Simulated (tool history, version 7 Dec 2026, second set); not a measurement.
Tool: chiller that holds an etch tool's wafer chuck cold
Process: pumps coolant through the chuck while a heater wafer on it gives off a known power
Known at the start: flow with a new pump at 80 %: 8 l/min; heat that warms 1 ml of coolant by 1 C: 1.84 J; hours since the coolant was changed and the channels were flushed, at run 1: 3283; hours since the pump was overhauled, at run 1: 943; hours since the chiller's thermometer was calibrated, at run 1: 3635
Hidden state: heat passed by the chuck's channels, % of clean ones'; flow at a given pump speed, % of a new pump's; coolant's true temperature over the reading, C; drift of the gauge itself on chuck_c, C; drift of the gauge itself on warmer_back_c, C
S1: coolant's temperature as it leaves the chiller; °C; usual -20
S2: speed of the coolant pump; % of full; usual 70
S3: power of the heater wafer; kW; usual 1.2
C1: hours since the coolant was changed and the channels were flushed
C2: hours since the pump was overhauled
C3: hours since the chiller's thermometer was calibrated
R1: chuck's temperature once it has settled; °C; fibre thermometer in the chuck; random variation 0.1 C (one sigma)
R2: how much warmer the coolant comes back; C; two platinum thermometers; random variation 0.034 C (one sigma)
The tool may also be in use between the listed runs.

run 1 hour=0 | S1=-20 S2=70 S3=1.2 | C1=3283 C2=943 C3=3635 | R1=-9.1 R2=5.55
run 2 hour=68.3 | S1=-20 S2=70 S3=1.2 | C1=3351 C2=1011 C3=3704 | R1=-9 R2=5.59
run 3 hour=136.8 | S1=-20 S2=70 S3=1.2 | C1=3420 C2=1079 C3=3772 | R1=-9.2 R2=5.61
run 4 hour=175.4 | S1=-20 S2=76 S3=1.2 | C1=3458 C2=1118 C3=3811 | R1=-9.9 R2=5.12
run 5 hour=254.2 | S1=-20 S2=76 S3=1.2 | C1=3537 C2=1197 C3=3890 | R1=-9.8 R2=5.13
run 6 hour=323.7 | S1=-20 S2=70 S3=1.2 | C1=3606 C2=1266 C3=3959 | R1=-9 R2=5.58
run 7 hour=386.5 | S1=-20 S2=70 S3=1.268 | C1=3669 C2=1329 C3=4022 | R1=-8.4 R2=5.96
run 8 hour=457.2 | S1=-20 S2=70 S3=1.268 | C1=3740 C2=1400 C3=4093 | R1=-8.4 R2=5.89
run 9 hour=500.5 | S1=-20 S2=70 S3=1.268 | C1=3783 C2=1443 C3=4136 | R1=-8.5 R2=5.93
run 10 hour=545.1 | S1=-20 S2=70 S3=1.268 | C1=3828 C2=1488 C3=4181 | R1=-8.4 R2=5.95
run 11 hour=584 | S1=-20 S2=70 S3=1.268 | C1=3867 C2=1527 C3=4219 | R1=-8.4 R2=5.93
run 12 hour=625.2 | S1=-20 S2=70 S3=1.268 | C1=3908 C2=1568 C3=4261 | R1=-8.7 R2=5.89
run 13 hour=674.6 | S1=-20 S2=70 S3=1.268 | C1=3957 C2=1617 C3=4310 | R1=-8.6 R2=5.88
run 14 hour=745.2 | S1=-20 S2=70 S3=1.268 | C1=4028 C2=1688 C3=4381 | R1=-8.5 R2=5.92
run 15 hour=787.9 | S1=-20 S2=70 S3=1.256 | C1=4071 C2=1731 C3=4423 | R1=-8.8 R2=5.85
run 16 hour=865.8 | S1=-20 S2=70 S3=1.256 | C1=4149 C2=1809 C3=4501 | R1=-8.5 R2=5.85
run 17 hour=936.4 | S1=-12 S2=76 S3=1.2 | C1=4219 C2=1879 C3=4572 | R1=-1.7 R2=5.14
run 18 hour=996.1 | S1=-12 S2=76 S3=1.2 | C1=4279 C2=1939 C3=4632 | R1=-1.8 R2=5.16
run 19 hour=1070.2 | S1=-12 S2=76 S3=1.2 | C1=4353 C2=2013 C3=4706 | R1=-1.9 R2=5.19
run 20 hour=1133.1 | S1=-12 S2=99 S3=1.413 | C1=4416 C2=2076 C3=4769 | R1=-2.5 R2=4.64
run 21 hour=1182.1 | S1=-18 S2=70 S3=0.868 | C1=4465 C2=2125 C3=4818 | R1=-10.3 R2=4.06
run 22 hour=1229.4 | S1=-20 S2=69 S3=0.621 | C1=4512 C2=2172 C3=4865 | R1=-14.2 R2=2.94
run 23 hour=1308.8 | S1=-17 S2=70 S3=0.954 | C1=4592 C2=2251 C3=4944 | R1=-8.4 R2=4.43
run 24 hour=1364 | S1=-27 S2=64 S3=0.88 | C1=4647 C2=2307 C3=4999 | R1=-18.3 R2=4.52
run 25 hour=1412.4 | S1=-27 S2=64 S3=0.88 | C1=4695 C2=2355 C3=5048 | R1=-18.5 R2=4.52
run 26 hour=1491.6 | S1=-29 S2=95 S3=0.835 | C1=4774 C2=2434 C3=5127 | R1=-23.1 R2=2.83
run 27 hour=1534.5 | S1=-29 S2=95 S3=0.835 | C1=4817 C2=2477 C3=5170 | R1=-23.1 R2=2.86
-- hour=1556.9 chiller's thermometer calibrated
run 28 hour=1578.2 | S1=-29 S2=95 S3=0.835 | C1=4860 C2=2520 C3=21 | R1=-23.1 R2=2.82
run 29 hour=1636.9 | S1=-20 S2=69 S3=1.385 | C1=4919 C2=2579 C3=80 | R1=-7.3 R2=6.53
run 30 hour=1695.8 | S1=-21 S2=84 S3=1.151 | C1=4978 C2=2638 C3=139 | R1=-12.1 R2=4.44
run 31 hour=1747.6 | S1=-20 S2=71 S3=0.82 | C1=5029 C2=2689 C3=191 | R1=-12.6 R2=3.74

4 ways to go on from here, each from the tool as it stands after run 31. What would each give?
run A hour=1809 | S1=-13 S2=89 S3=1.051 | C1=5091 C2=2751 C3=252 | R1=? R2=?
run B hour=1809 | S1=-20 S2=68 S3=0.785 | C1=5091 C2=2751 C3=252 | R1=? R2=?
run C hour=1809 | S1=-16 S2=92 S3=0.764 | C1=5091 C2=2751 C3=252 | R1=? R2=?
run D hour=1809 | S1=-16 S2=69 S3=1.442 | C1=5091 C2=2751 C3=252 | R1=? R2=?

run=A R1=-5.1 R2=3.79
run=B R1=-12.8 R2=3.8
run=C R1=-10.3 R2=2.62
run=D R1=-2.8 R2=6.88
Without the tool's hidden state the same runs would have given:
run=A R1=-5.1 R2=3.78
run=B R1=-12.8 R2=3.8
run=C R1=-10.3 R2=2.62
run=D R1=-2.9 R2=6.88
